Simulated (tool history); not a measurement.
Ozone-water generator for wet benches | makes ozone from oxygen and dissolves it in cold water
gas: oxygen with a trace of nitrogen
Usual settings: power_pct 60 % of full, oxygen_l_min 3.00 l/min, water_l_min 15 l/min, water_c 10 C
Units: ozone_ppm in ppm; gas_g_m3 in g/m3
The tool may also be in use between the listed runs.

run    hour  power_pct  oxygen_l_min  water_l_min  water_c  ozone_ppm  gas_g_m3
  1     0.0         60          3.00           15       10       12.6     147.6
  2   146.6         60          3.00           15       10       12.4     146.7
  3   359.1         60          3.00           15       10       12.7     147.5
  4   460.3         60          3.00           11       10       16.0     147.0
  5   590.6         60          3.00           15       10       12.6     145.3
  6   814.5         60          3.00           15       10       12.6     146.7
  7   987.2         60          3.00           15       10       12.3     146.5
  8  1205.2         60          3.00           22       10        8.8     147.2
  9  1306.2         60          3.00           22       10        8.9     146.9
 10  1486.7         60          3.00           24       10        8.0     149.3
 11  1669.3         60          3.00           24       10        8.0     149.0
 12  1816.0         60          3.15           15       10       12.8     142.6
 13  2028.1         60          3.00           18       10       10.5     146.3
     2227.8  -- water thermometer calibrated
 14  2227.8         60          3.00           18       10       10.7     147.2
 15  2368.0         60          3.00           15       10       12.5     147.8
 16  2578.7         60          3.00           19       10       10.1     145.5
 17  2697.5         60          3.00           21       10        9.3     148.4
 18  2843.2         88          3.00           19       12       13.7     199.8

Run 19 comes next. What will it give?
 19  3039.5         52          5.34           19       12          ?         ?

ozone_ppm: 9.6 ppm
gas_g_m3: 99.6 g/m3
Without the tool's hidden state the same run would have given ozone_ppm 9.7 ppm, gas_g_m3 99.7 g/m3.
